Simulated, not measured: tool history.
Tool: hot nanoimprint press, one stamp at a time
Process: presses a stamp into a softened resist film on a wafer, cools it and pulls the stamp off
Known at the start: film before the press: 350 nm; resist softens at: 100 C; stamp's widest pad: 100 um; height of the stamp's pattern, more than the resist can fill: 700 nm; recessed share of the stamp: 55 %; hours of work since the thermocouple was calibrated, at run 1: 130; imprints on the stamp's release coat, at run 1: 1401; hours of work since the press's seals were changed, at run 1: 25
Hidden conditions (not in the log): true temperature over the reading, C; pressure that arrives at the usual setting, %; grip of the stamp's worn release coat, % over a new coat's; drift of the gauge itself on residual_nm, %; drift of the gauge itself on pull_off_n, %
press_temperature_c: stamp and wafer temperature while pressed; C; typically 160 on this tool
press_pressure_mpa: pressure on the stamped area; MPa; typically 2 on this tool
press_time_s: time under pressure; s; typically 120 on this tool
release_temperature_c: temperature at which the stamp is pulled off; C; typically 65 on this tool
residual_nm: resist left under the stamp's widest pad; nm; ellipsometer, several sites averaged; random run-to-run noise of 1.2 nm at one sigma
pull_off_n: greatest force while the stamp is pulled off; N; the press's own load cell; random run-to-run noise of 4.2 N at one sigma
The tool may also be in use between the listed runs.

run,hour,press_temperature_c,press_pressure_mpa,press_time_s,release_temperature_c,hours of work since the thermocouple was calibrated,imprints on the stamp's release coat,hours of work since the press's seals were changed,residual_nm,pull_off_n
1,0,160,2,120,65,130,1401,25,176.2,243
2,74.4,160,1.48,120,65,173,1717,68,202.6,254
# hour 96.8: stamp cleaned and given a new release coat
3,123.9,160,1.48,120,65,198,115,93,197.9,206
4,200.1,160,1.48,113,65,242,439,136,201.8,211
5,248.3,160,2,120,60,270,644,164,174,246
6,318.3,160,2,120,58,310,941,204,174.7,273
7,404.6,160,2,120,58,360,1307,254,173.3,292
8,459.4,160,2,120,65,391,1540,286,171.7,241
# hour 517.9: stamp cleaned and given a new release coat
9,524.2,160,2,120,65,425,27,320,172.4,193
10,609.3,160,2,224,65,474,388,369,132.3,206
11,675.2,160,2,224,65,512,668,406,135.2,213
# hour 714.2: plate thermocouple calibrated
12,718.3,160,2,224,65,2,838,430,146.3,231
13,794.1,160,2,224,65,46,1160,473,144.4,246
14,867.1,160,1.96,120,65,88,1470,515,181.8,257
# hour 943.6: stamp cleaned and given a new release coat
15,943.6,160,1.96,120,65,129,0,556,184.2,199
16,1000.9,170,3.09,132,65,162,243,589,89.7,203
17,1058,160,1.74,96,65,194,485,622,205.3,211
18,1123.7,154,2.19,178,65,232,764,660,194.9,218
19,1169,154,2.19,178,65,258,957,686,192.5,228
20,1214.4,154,2.19,178,65,285,1149,712,194.7,236
21,1287.8,157,1.66,107,58,327,1461,754,217.7,293
# hour 1366.5: stamp cleaned and given a new release coat
22,1376.1,157,2.31,107,58,374,40,801,194.3,233
23,1419,160,2,113,57,399,223,826,178.6,257
# hour 1436.4: press's hydraulic seals changed and the load cell set to zero
24,1499.7,163,3.08,146,70,441,531,36,113.5,187
25,1549.1,163,1.68,237,70,469,741,65,125.8,190
26,1600,154,1.4,120,65,498,958,94,246.5,228
27,1644.8,160,1.94,120,65,524,1148,120,174,233
# hour 1663.7: plate thermocouple calibrated
28,1702.3,160,1.94,120,65,22,1379,151,186.3,248
29,1741.8,162,2,120,68,45,1547,174,166.6,240
# hour 1804.8: stamp cleaned and given a new release coat
30,1804.8,155,1.34,237,69,78,0,207,210,185

How would selected steps in residual_nm from run to run divide? Give the signed amount a tool lacking its hidden state would still show from settings, what came in and random variation, and the signed amount left for the hidden state, including any gauge scatter that is not in both of the compared results.
Run 11 -> 12: plate thermocouple calibrated. residual_nm +11.1 nm: hidden state +11.4, all else -0.3.
Run 15 -> 16: press_temperature_c 160 -> 170, press_pressure_mpa 1.96 -> 3.09, press_time_s 120 -> 132. residual_nm -94.5 nm: hidden state +0.4, all else -94.9.
Run 16 -> 17: press_temperature_c 170 -> 160, press_pressure_mpa 3.09 -> 1.74, press_time_s 132 -> 96. residual_nm +115.6 nm: hidden state -2, all else +117.6.
Run 25 -> 26: press_temperature_c 163 -> 154, press_pressure_mpa 1.68 -> 1.4, press_time_s 237 -> 120, release_temperature_c 70 -> 65. residual_nm +120.7 nm: hidden state -3, all else +123.7.
Run 27 -> 28: plate thermocouple calibrated. residual_nm +12.3 nm: hidden state +12.2, all else +0.1.
